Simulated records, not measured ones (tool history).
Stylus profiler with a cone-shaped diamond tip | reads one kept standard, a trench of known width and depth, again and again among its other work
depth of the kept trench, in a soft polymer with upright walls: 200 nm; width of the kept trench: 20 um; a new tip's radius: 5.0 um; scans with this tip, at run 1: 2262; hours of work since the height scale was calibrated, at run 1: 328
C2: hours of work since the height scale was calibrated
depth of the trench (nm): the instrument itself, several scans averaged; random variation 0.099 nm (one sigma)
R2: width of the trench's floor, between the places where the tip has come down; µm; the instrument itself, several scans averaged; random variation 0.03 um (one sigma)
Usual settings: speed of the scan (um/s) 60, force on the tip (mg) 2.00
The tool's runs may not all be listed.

run 1 hour=0.0 | speed_of_the_scan_(um/s)=60 force_on_the_tip_(mg)=2.00 | scans_with_this_tip=2262 C2=328 | depth_of_the_trench_(nm)=201.46 R2=16.60
run 2 hour=12.4 | speed_of_the_scan_(um/s)=60 force_on_the_tip_(mg)=1.28 | scans_with_this_tip=2329 C2=338 | depth_of_the_trench_(nm)=201.08 R2=16.47
run 3 hour=24.7 | speed_of_the_scan_(um/s)=47 force_on_the_tip_(mg)=2.00 | scans_with_this_tip=2396 C2=348 | depth_of_the_trench_(nm)=201.52 R2=16.59
run 4 hour=41.4 | speed_of_the_scan_(um/s)=47 force_on_the_tip_(mg)=2.00 | scans_with_this_tip=2487 C2=361 | depth_of_the_trench_(nm)=201.42 R2=16.64
run 5 hour=58.0 | speed_of_the_scan_(um/s)=60 force_on_the_tip_(mg)=2.00 | scans_with_this_tip=2577 C2=374 | depth_of_the_trench_(nm)=201.51 R2=16.59
run 6 hour=75.9 | speed_of_the_scan_(um/s)=60 force_on_the_tip_(mg)=2.00 | scans_with_this_tip=2674 C2=388 | depth_of_the_trench_(nm)=201.61 R2=16.55
run 7 hour=91.1 | speed_of_the_scan_(um/s)=60 force_on_the_tip_(mg)=2.04 | scans_with_this_tip=2756 C2=400 | depth_of_the_trench_(nm)=201.55 R2=16.55
run 8 hour=103.5 | speed_of_the_scan_(um/s)=60 force_on_the_tip_(mg)=2.04 | scans_with_this_tip=2824 C2=410 | depth_of_the_trench_(nm)=201.53 R2=16.57
run 9 hour=119.6 | speed_of_the_scan_(um/s)=60 force_on_the_tip_(mg)=2.04 | scans_with_this_tip=2911 C2=423 | depth_of_the_trench_(nm)=201.62 R2=16.53
run 10 hour=128.4 | speed_of_the_scan_(um/s)=34 force_on_the_tip_(mg)=1.28 | scans_with_this_tip=2959 C2=430 | depth_of_the_trench_(nm)=201.16 R2=16.60
run 11 hour=143.4 | speed_of_the_scan_(um/s)=130 force_on_the_tip_(mg)=1.18 | scans_with_this_tip=3040 C2=442 | depth_of_the_trench_(nm)=200.89 R2=16.00
run 12 hour=162.8 | speed_of_the_scan_(um/s)=21 force_on_the_tip_(mg)=2.85 | scans_with_this_tip=3146 C2=457 | depth_of_the_trench_(nm)=201.96 R2=16.73
run 13 hour=172.9 | speed_of_the_scan_(um/s)=148 force_on_the_tip_(mg)=1.82 | scans_with_this_tip=3201 C2=465 | depth_of_the_trench_(nm)=201.44 R2=16.10
run 14 hour=182.5 | speed_of_the_scan_(um/s)=212 force_on_the_tip_(mg)=1.45 | scans_with_this_tip=3253 C2=472 | depth_of_the_trench_(nm)=200.97 R2=15.61
run 15 hour=192.3 | speed_of_the_scan_(um/s)=99 force_on_the_tip_(mg)=1.64 | scans_with_this_tip=3306 C2=480 | depth_of_the_trench_(nm)=201.14 R2=16.23

4 ways to go on from here, each from the tool as it stands after run 15. What would each give?
run A hour=212.2 | speed_of_the_scan_(um/s)=49 force_on_the_tip_(mg)=2.93 | scans_with_this_tip=3414 C2=496 | depth_of_the_trench_(nm)=? R2=?
run B hour=212.2 | speed_of_the_scan_(um/s)=92 force_on_the_tip_(mg)=1.64 | scans_with_this_tip=3414 C2=496 | depth_of_the_trench_(nm)=? R2=?
run C hour=212.2 | speed_of_the_scan_(um/s)=130 force_on_the_tip_(mg)=1.13 | scans_with_this_tip=3414 C2=496 | depth_of_the_trench_(nm)=? R2=?
run D hour=212.2 | speed_of_the_scan_(um/s)=37 force_on_the_tip_(mg)=4.45 | scans_with_this_tip=3414 C2=496 | depth_of_the_trench_(nm)=? R2=?

run=A depth_of_the_trench_(nm)=202.13 R2=16.53
run=B depth_of_the_trench_(nm)=201.19 R2=16.29
run=C depth_of_the_trench_(nm)=200.90 R2=16.02
run=D depth_of_the_trench_(nm)=202.79 R2=16.66
Without the tool's hidden state the same runs would have given:
run=A depth_of_the_trench_(nm)=202.64 R2=16.98
run=B depth_of_the_trench_(nm)=201.70 R2=16.74
run=C depth_of_the_trench_(nm)=201.41 R2=16.46
run=D depth_of_the_trench_(nm)=203.31 R2=17.10

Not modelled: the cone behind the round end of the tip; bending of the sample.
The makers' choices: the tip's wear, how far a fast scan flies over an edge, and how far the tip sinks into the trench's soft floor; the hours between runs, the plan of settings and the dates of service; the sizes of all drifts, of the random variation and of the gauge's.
